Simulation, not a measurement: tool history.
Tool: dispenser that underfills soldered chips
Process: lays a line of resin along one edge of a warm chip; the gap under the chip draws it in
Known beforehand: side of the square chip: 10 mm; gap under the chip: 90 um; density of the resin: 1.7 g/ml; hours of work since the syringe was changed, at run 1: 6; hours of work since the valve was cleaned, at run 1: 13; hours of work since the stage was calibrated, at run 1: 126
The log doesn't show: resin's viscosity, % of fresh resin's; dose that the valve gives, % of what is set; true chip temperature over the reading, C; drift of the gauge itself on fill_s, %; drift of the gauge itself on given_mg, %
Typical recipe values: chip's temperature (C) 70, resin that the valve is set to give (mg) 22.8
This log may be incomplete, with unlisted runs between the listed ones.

run,hour,chip's temperature (C),resin that the valve is set to give (mg),hours of work since the syringe was changed,hours of work since the valve was cleaned,hours of work since the stage was calibrated,time until the resin shows at the far edge (s),resin that the valve gave (mg)
1,0,70,22.8,6,13,126,35.9,22.86
# hour 3.6: new syringe of resin
2,6.8,70,22.8,2,18,131,29.8,22.79
3,13.9,70,28.4,7,23,136,42.8,28.24
# hour 14.9: new syringe of resin
4,21,81,22.8,4,28,141,19,22.41
# hour 26: new syringe of resin
5,28.9,81,22.8,2,33,146,16.3,22.56
6,35.5,81,22.8,7,38,151,24.1,22.48
# hour 37: new syringe of resin
7,43,81,22.8,4,43,156,19.2,22.38
# hour 48: new syringe of resin
8,48.1,81,22.8,0,47,160,13.7,22.43
9,54.3,81,22.8,5,51,164,19.5,22.21
10,57.8,70,22.8,7,54,167,42.3,22.32
# hour 59: new syringe of resin
11,62.5,70,22.8,3,57,170,28.6,22.28
12,67.3,76,22.8,6,60,173,28.6,22.24
# hour 70.3: new syringe of resin
13,75.7,76,22.8,4,66,179,24.5,22.56
# hour 81.6: new syringe of resin
14,84.4,56,25.5,2,72,185,59,24.72
15,91.2,59,26.8,7,77,190,75.5,26.06
# hour 92.5: new syringe of resin
16,98.2,57,21.2,4,82,195,68.3,20.6
# hour 103.7: new syringe of resin
17,105.1,70,27.2,1,86,200,25.3,26.45
18,110,60,26,4,90,203,58.9,25.12
# hour 114.7: new syringe of resin
19,115.1,70,28.6,0,93,207,23.2,27.7
20,118.9,83,27.6,3,96,209,15.5,26.64
# hour 125.9: new syringe of resin
# hour 127.3: dispensing valve cleaned and set on the balance
21,127.3,83,27.6,0,0,214,12.3,27.29
22,132.4,66,24.2,4,4,218,40.4,24.14
# hour 138.2: new syringe of resin
23,139.9,73,25.8,1,9,223,22.1,25.84
24,146.4,73,25.8,6,14,228,32.6,25.46
# hour 149.4: new syringe of resin
25,153.6,62,20.8,3,18,233,48.4,20.61

Across each entry between runs, compare the hidden state at the last listed run before it with the hidden state at the first listed run after it:
After run 1, before run 2: new syringe of resin (hour 3.6)
  resin's viscosity, % of fresh resin's: 158.4 -> 122.5; dose that the valve gives, % of what is set: 99.71 -> 99.53; true chip temperature over the reading, C: -0.55 -> -0.57
  measured less the result without the state, time until the resin shows at the far edge (s): +14 -> +6.1; resin that the valve gave (mg): -0.06 -> -0.11
After run 3, before run 4: new syringe of resin (hour 14.9)
  resin's viscosity, % of fresh resin's: 187.1 -> 144; dose that the valve gives, % of what is set: 99.34 -> 99.16; true chip temperature over the reading, C: -0.59 -> -0.61
  measured less the result without the state, time until the resin shows at the far edge (s): +20.7 -> +6.3; resin that the valve gave (mg): -0.19 -> -0.19
After run 4, before run 5: new syringe of resin (hour 26)
  resin's viscosity, % of fresh resin's: 144 -> 118.8; dose that the valve gives, % of what is set: 99.16 -> 98.96; true chip temperature over the reading, C: -0.61 -> -0.63
  measured less the result without the state, time until the resin shows at the far edge (s): +6.3 -> +3; resin that the valve gave (mg): -0.19 -> -0.24
After run 6, before run 7: new syringe of resin (hour 37)
  resin's viscosity, % of fresh resin's: 176.6 -> 142.9; dose that the valve gives, % of what is set: 98.76 -> 98.58; true chip temperature over the reading, C: -0.64 -> -0.66
  measured less the result without the state, time until the resin shows at the far edge (s): +10.7 -> +6.3; resin that the valve gave (mg): -0.28 -> -0.32
After run 7, before run 8: new syringe of resin (hour 48)
  resin's viscosity, % of fresh resin's: 142.9 -> 100.1; dose that the valve gives, % of what is set: 98.58 -> 98.45; true chip temperature over the reading, C: -0.66 -> -0.68
  measured less the result without the state, time until the resin shows at the far edge (s): +6.3 -> +0.5; resin that the valve gave (mg): -0.32 -> -0.36
After run 10, before run 11: new syringe of resin (hour 59)
  resin's viscosity, % of fresh resin's: 179.1 -> 123.3; dose that the valve gives, % of what is set: 98.19 -> 98.08; true chip temperature over the reading, C: -0.7 -> -0.71
  measured less the result without the state, time until the resin shows at the far edge (s): +19.6 -> +6.3; resin that the valve gave (mg): -0.41 -> -0.43
After run 12, before run 13: new syringe of resin (hour 70.3)
  resin's viscosity, % of fresh resin's: 164 -> 141; dose that the valve gives, % of what is set: 97.96 -> 97.74; true chip temperature over the reading, C: -0.72 -> -0.75
  measured less the result without the state, time until the resin shows at the far edge (s): +11.8 -> +7.9; resin that the valve gave (mg): -0.46 -> -0.52
After run 13, before run 14: new syringe of resin (hour 81.6)
  resin's viscosity, % of fresh resin's: 141 -> 117.4; dose that the valve gives, % of what is set: 97.74 -> 97.51; true chip temperature over the reading, C: -0.75 -> -0.77
  measured less the result without the state, time until the resin shows at the far edge (s): +7.9 -> +10.9; resin that the valve gave (mg): -0.52 -> -0.63
After run 15, before run 16: new syringe of resin (hour 92.5)
  resin's viscosity, % of fresh resin's: 177.4 -> 140.5; dose that the valve gives, % of what is set: 97.31 -> 97.13; true chip temperature over the reading, C: -0.78 -> -0.8
  measured less the result without the state, time until the resin shows at the far edge (s): +34.8 -> +22.2; resin that the valve gave (mg): -0.72 -> -0.61
After run 16, before run 17: new syringe of resin (hour 103.7)
  resin's viscosity, % of fresh resin's: 140.5 -> 109.1; dose that the valve gives, % of what is set: 97.13 -> 96.95; true chip temperature over the reading, C: -0.8 -> -0.82
  measured less the result without the state, time until the resin shows at the far edge (s): +22.2 -> +3.2; resin that the valve gave (mg): -0.61 -> -0.84
After run 18, before run 19: new syringe of resin (hour 114.7)
  resin's viscosity, % of fresh resin's: 146.7 -> 100.6; dose that the valve gives, % of what is set: 96.83 -> 96.71; true chip temperature over the reading, C: -0.83 -> -0.84
  measured less the result without the state, time until the resin shows at the far edge (s): +20.6 -> +1.1; resin that the valve gave (mg): -0.83 -> -0.94
After run 20, before run 21: new syringe of resin (hour 125.9); dispensing valve cleaned and set on the balance (hour 127.3)
  resin's viscosity, % of fresh resin's: 125.8 -> 103.2; dose that the valve gives, % of what is set: 96.61 -> 99.97; true chip temperature over the reading, C: -0.85 -> -0.87
  measured less the result without the state, time until the resin shows at the far edge (s): +3.7 -> +0.8; resin that the valve gave (mg): -0.93 -> +0
After run 22, before run 23: new syringe of resin (hour 138.2)
  resin's viscosity, % of fresh resin's: 140.1 -> 110.4; dose that the valve gives, % of what is set: 99.83 -> 99.63; true chip temperature over the reading, C: -0.88 -> -0.9
  measured less the result without the state, time until the resin shows at the far edge (s): +13 -> +3; resin that the valve gave (mg): -0.04 -> -0.1
After run 24, before run 25: new syringe of resin (hour 149.4)
  resin's viscosity, % of fresh resin's: 163.1 -> 126.9; dose that the valve gives, % of what is set: 99.46 -> 99.26; true chip temperature over the reading, C: -0.92 -> -0.93
  measured less the result without the state, time until the resin shows at the far edge (s): +13.6 -> +12.2; resin that the valve gave (mg): -0.14 -> -0.15
